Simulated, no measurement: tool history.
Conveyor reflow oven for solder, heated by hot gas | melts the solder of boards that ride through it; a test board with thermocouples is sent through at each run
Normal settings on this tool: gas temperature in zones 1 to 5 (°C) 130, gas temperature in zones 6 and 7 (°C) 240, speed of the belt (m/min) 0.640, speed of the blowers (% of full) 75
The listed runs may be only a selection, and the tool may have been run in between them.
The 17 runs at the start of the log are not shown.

| run | hour | gas temperature in zones 1 to 5 (°C) | gas temperature in zones 6 and 7 (°C) | speed of the belt (m/min) | speed of the blowers (% of full) | highest temperature of the board (°C) | time above the solder's melting point (s) |
|---|---|---|---|---|---|---|---|
| 18 | 332.1 | 130 | 237 | 0.690 | 54 | 214.8 | 47.8 |
| 19 | 343.2 | 141 | 237 | 0.630 | 75 | 226.1 | 65.5 |
| 20 | 360.3 | 139 | 249 | 0.640 | 75 | 236.3 | 69.4 |
| 21 | 385.3 | 130 | 240 | 0.637 | 75 | 226.2 | 61.8 |
| 22 | 408.7 | 143 | 240 | 0.637 | 75 | 228.3 | 66.7 |
| 23 | 431.7 | 142 | 240 | 0.616 | 75 | 229.1 | 69.1 |
| 24 | 449.2 | 130 | 231 | 0.540 | 80 | 223.2 | 72.1 |
| 25 | 469.4 | 130 | 240 | 0.626 | 71 | 225.9 | 62.3 |
| 26 | 490.7 | 130 | 240 | 0.626 | 71 | 225.2 | 62.3 |
| 27 | 507.5 | 130 | 240 | 0.665 | 69 | 223.0 | 57.0 |
| 28 | 518.4 | 130 | 232 | 0.633 | 52 | 211.7 | 50.1 |
|  | 541.5 | flux residue cleaned out of gas plates and filters |
| 29 | 543.2 | 134 | 240 | 0.640 | 75 | 227.7 | 63.5 |
| 30 | 559.9 | 121 | 240 | 0.522 | 75 | 231.6 | 77.5 |

Forecast each of these 3 alternatives for the next run:
| A | 579.8 | 130 | 240 | 0.640 | 75 | ? | ? |
| B | 579.8 | 121 | 250 | 0.676 | 73 | ? | ? |
| C | 579.8 | 130 | 253 | 0.586 | 68 | ? | ? |

| run | highest temperature of the board (°C) | time above the solder's melting point (s) |
|---|---|---|
| A | 226.8 | 62.2 |
| B | 233.2 | 59.1 |
| C | 240.0 | 75.2 |
Had the tool no hidden state, the same runs would have come out as:
| run | highest temperature of the board (°C) | time above the solder's melting point (s) |
|---|---|---|
| A | 227.4 | 61.5 |
| B | 233.7 | 58.4 |
| C | 240.5 | 74.3 |
